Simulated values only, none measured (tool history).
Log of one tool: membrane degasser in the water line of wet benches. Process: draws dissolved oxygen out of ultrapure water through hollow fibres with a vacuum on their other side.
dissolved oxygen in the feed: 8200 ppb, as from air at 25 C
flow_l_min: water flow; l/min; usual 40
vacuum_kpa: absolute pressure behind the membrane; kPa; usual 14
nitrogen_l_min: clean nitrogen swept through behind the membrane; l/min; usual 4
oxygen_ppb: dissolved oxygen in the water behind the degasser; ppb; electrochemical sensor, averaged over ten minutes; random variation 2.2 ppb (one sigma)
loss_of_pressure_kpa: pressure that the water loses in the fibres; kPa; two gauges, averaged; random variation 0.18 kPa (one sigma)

run 1 hour=0 | flow_l_min=40 vacuum_kpa=14 nitrogen_l_min=4 | oxygen_ppb=284.6 loss_of_pressure_kpa=37.34
run 2 hour=337.2 | flow_l_min=40 vacuum_kpa=14 nitrogen_l_min=4 | oxygen_ppb=285.2 loss_of_pressure_kpa=37.99
run 3 hour=602.3 | flow_l_min=40 vacuum_kpa=14 nitrogen_l_min=4 | oxygen_ppb=285.5 loss_of_pressure_kpa=37.54
run 4 hour=847 | flow_l_min=40 vacuum_kpa=14 nitrogen_l_min=4 | oxygen_ppb=287.4 loss_of_pressure_kpa=37.98
run 5 hour=1019.2 | flow_l_min=40 vacuum_kpa=14 nitrogen_l_min=4 | oxygen_ppb=283.1 loss_of_pressure_kpa=37.72
run 6 hour=1353.2 | flow_l_min=40 vacuum_kpa=14 nitrogen_l_min=6.07 | oxygen_ppb=211.1 loss_of_pressure_kpa=37.78
run 7 hour=1513.7 | flow_l_min=40 vacuum_kpa=17.9 nitrogen_l_min=6.07 | oxygen_ppb=266.8 loss_of_pressure_kpa=38.05
run 8 hour=1834.8 | flow_l_min=33 vacuum_kpa=14 nitrogen_l_min=4 | oxygen_ppb=232.5 loss_of_pressure_kpa=31.69
run 9 hour=2061 | flow_l_min=40 vacuum_kpa=14 nitrogen_l_min=4 | oxygen_ppb=287 loss_of_pressure_kpa=38.31
run 10 hour=2212 | flow_l_min=40 vacuum_kpa=14 nitrogen_l_min=4 | oxygen_ppb=285.3 loss_of_pressure_kpa=38.29
run 11 hour=2491.1 | flow_l_min=40 vacuum_kpa=14 nitrogen_l_min=4 | oxygen_ppb=293.7 loss_of_pressure_kpa=37.66
-- hour=2610.7 membrane cartridge changed
run 12 hour=2830.4 | flow_l_min=45 vacuum_kpa=31.3 nitrogen_l_min=4.38 | oxygen_ppb=679.6 loss_of_pressure_kpa=40.11
run 13 hour=3117 | flow_l_min=45 vacuum_kpa=31.3 nitrogen_l_min=4.38 | oxygen_ppb=676.5 loss_of_pressure_kpa=40.3

The next listed run, before its measurement:
run 14 hour=3345.9 | flow_l_min=45 vacuum_kpa=31.3 nitrogen_l_min=4.38 | oxygen_ppb=? loss_of_pressure_kpa=?

Run 14 gave oxygen_ppb 673.7 ppb, loss_of_pressure_kpa 39.99 kPa.
Without the tool's hidden state the same run would have given oxygen_ppb 664.8 ppb, loss_of_pressure_kpa 39.85 kPa.
